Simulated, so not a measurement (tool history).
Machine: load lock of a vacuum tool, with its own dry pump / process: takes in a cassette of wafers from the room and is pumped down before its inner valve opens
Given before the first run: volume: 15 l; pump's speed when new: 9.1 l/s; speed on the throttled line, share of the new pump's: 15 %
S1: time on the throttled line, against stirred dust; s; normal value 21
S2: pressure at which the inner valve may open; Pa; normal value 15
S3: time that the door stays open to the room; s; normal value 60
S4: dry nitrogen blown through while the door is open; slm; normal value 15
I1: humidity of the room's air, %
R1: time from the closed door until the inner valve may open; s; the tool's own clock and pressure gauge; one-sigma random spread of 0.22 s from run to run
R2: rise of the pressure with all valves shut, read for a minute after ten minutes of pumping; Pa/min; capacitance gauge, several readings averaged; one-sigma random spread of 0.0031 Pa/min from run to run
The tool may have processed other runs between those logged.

run 1 hour=0.0 | S1=21 S2=15 S3=60 S4=15 | I1=46.1 | R1=34.1 R2=0.232
run 2 hour=380.4 | S1=21 S2=15 S3=60 S4=15 | I1=47.5 | R1=35.1 R2=0.246
run 3 hour=617.9 | S1=15 S2=15 S3=60 S4=15 | I1=45.5 | R1=29.2 R2=0.242
run 4 hour=863.6 | S1=15 S2=15 S3=60 S4=15 | I1=45.7 | R1=29.6 R2=0.248
run 5 hour=1306.8 | S1=15 S2=15 S3=60 S4=15 | I1=44.3 | R1=29.9 R2=0.263
run 6 hour=1614.5 | S1=21 S2=15 S3=60 S4=15 | I1=45.0 | R1=35.0 R2=0.263
run 7 hour=2005.6 | S1=21 S2=15 S3=54 S4=15 | I1=44.5 | R1=35.2 R2=0.266
run 8 hour=2442.7 | S1=21 S2=15 S3=54 S4=15 | I1=49.1 | R1=35.5 R2=0.283
run 9 hour=2671.7 | S1=21 S2=15 S3=60 S4=15 | I1=43.8 | R1=35.7 R2=0.287
run 10 hour=2851.7 | S1=21 S2=15 S3=60 S4=12 | I1=42.7 | R1=35.7 R2=0.299
run 11 hour=3275.8 | S1=21 S2=15 S3=60 S4=15 | I1=46.4 | R1=35.6 R2=0.308
run 12 hour=3510.3 | S1=13 S2=15 S3=60 S4=15 | I1=46.2 | R1=29.4 R2=0.320
run 13 hour=3920.9 | S1=21 S2=15 S3=60 S4=35 | I1=48.2 | R1=36.0 R2=0.303
run 14 hour=4302.6 | S1=21 S2=15 S3=60 S4=35 | I1=40.8 | R1=36.1 R2=0.302
run 15 hour=4710.2 | S1=21 S2=15 S3=60 S4=35 | I1=45.9 | R1=36.5 R2=0.327
run 16 hour=5114.0 | S1=21 S2=15 S3=60 S4=35 | I1=42.9 | R1=33.0 R2=0.338
run 17 hour=5329.7 | S1=21 S2=15 S3=60 S4=35 | I1=46.0 | R1=32.5 R2=0.338
run 18 hour=5748.6 | S1=21 S2=15 S3=60 S4=35 | I1=46.6 | R1=32.8 R2=0.348
run 19 hour=6004.2 | S1=21 S2=15 S3=60 S4=35 | I1=43.0 | R1=32.8 R2=0.358
run 20 hour=6234.0 | S1=21 S2=15 S3=60 S4=35 | I1=41.7 | R1=32.6 R2=0.358
run 21 hour=6436.4 | S1=21 S2=15 S3=60 S4=35 | I1=48.5 | R1=33.2 R2=0.369
run 22 hour=6721.3 | S1=21 S2=25 S3=60 S4=15 | I1=42.1 | R1=32.1 R2=0.396
run 23 hour=7130.5 | S1=21 S2=24 S3=60 S4=19 | I1=44.5 | R1=32.4 R2=0.059
run 24 hour=7369.3 | S1=32 S2=19 S3=30 S4=15 | I1=45.6 | R1=42.2 R2=0.055
run 25 hour=7785.2 | S1=32 S2=19 S3=30 S4=15 | I1=45.7 | R1=42.1 R2=0.051
run 26 hour=8007.8 | S1=26 S2=21 S3=209 S4=5 | I1=46.7 | R1=37.4 R2=0.195
run 27 hour=8194.1 | S1=21 S2=15 S3=110 S4=15 | I1=47.2 | R1=33.5 R2=0.101
run 28 hour=8437.9 | S1=21 S2=15 S3=110 S4=7 | I1=47.5 | R1=33.9 R2=0.135
run 29 hour=8719.6 | S1=21 S2=15 S3=45 S4=7 | I1=44.3 | R1=34.1 R2=0.090
run 30 hour=8946.9 | S1=14 S2=15 S3=60 S4=13 | I1=42.6 | R1=28.4 R2=0.072
run 31 hour=9158.1 | S1=14 S2=15 S3=167 S4=13 | I1=43.9 | R1=28.5 R2=0.130
run 32 hour=9424.6 | S1=30 S2=18 S3=167 S4=12 | I1=42.1 | R1=41.0 R2=0.127
run 33 hour=9861.6 | S1=30 S2=18 S3=167 S4=12 | I1=45.4 | R1=41.3 R2=0.145
run 34 hour=10303.7 | S1=13 S2=15 S3=225 S4=7 | I1=47.3 | R1=28.1 R2=0.201
run 35 hour=10739.9 | S1=13 S2=15 S3=225 S4=7 | I1=42.7 | R1=28.4 R2=0.195
run 36 hour=11158.8 | S1=13 S2=15 S3=225 S4=7 | I1=48.6 | R1=28.3 R2=0.217
run 37 hour=11369.2 | S1=21 S2=15 S3=46 S4=15 | I1=47.4 | R1=35.1 R2=0.099

Put back what was entered between runs (2 entries, withheld): which listed runs does each sit between, and how does the hidden state differ from the listed run before to the listed run after?
From run 15 to run 16: dry pump taken out, an overhauled one fitted (hour 4959.7)
  pump's speed, % of a new pump's: 73.5 -> 97.7; leak at the door's seal, Pa l/s: 0.0719 -> 0.0749
  measured result minus the result with no hidden state, R1: +4.1 -> +0.3 s; R2: +0.282 -> +0.295 Pa/min
From run 22 to run 23: door's seal changed, seat wiped (hour 6800.3)
  pump's speed, % of a new pump's: 93.2 -> 92.1; leak at the door's seal, Pa l/s: 0.0865 -> 0.0031
  measured result minus the result with no hidden state, R1: +0.8 -> +0.9 s; R2: +0.335 -> +0.005 Pa/min
